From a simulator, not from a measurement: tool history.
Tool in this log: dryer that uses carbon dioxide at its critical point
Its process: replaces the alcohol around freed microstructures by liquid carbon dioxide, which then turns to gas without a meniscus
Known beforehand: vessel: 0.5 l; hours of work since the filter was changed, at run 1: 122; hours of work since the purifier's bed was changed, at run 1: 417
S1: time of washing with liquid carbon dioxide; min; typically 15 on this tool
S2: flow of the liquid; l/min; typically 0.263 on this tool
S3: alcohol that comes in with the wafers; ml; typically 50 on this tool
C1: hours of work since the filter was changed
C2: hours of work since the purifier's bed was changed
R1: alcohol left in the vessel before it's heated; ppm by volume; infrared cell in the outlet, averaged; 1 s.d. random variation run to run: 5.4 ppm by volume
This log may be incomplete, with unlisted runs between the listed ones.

run   hour  S1     S2   S3   C1   C2    R1
  1    0.0  15  0.263   50  122  417   292
  2   11.1  15  0.263   50  131  425   286
  3   31.7  15  0.263   50  146  440   302
  4   50.0  15  0.263   50  160  454   315
  5   60.3  15  0.263   50  167  462   309
  6   83.3  15  0.263   50  184  479   324
  7  105.1  15  0.314   50  200  495   200
  8  122.0  15  0.314   50  213  507   206
  9  146.2  15  0.314   50  231  525   207
 10  157.4  15  0.314   50  239  534   220
 11  178.7  15  0.314   50  255  550   225
 12  202.6  21  0.188  104  273  567   671
 13  220.2  14  0.168   50  286  580  2891
 14  242.4  15  0.373   47  302  597   187
 15  261.0   9  0.195   22  316  611  3279
 16  282.6  15  0.159   50  332  627  3115
     294.2  -- inlet filter changed
 17  308.1  13  0.263   50   10  645   511
 18  324.7  13  0.256   50   23  657   558
 19  338.0  15  0.254   22   33  667   267
 20  352.9  15  0.254   22   44  678   274

3 options for the next run, each taken on its own from the tool as it stands now. Forecast them:
  A  368.2  15  0.223  75  55  690   ?
  B  368.2  10  0.254  22  55  690   ?
  C  368.2  15  0.198  50  55  690   ?

run   R1
  A  771
  B  849
  C  959
Stripped of hidden state, with their random variation kept, the same runs would have yielded:
run   R1
  A  502
  B  589
  C  672
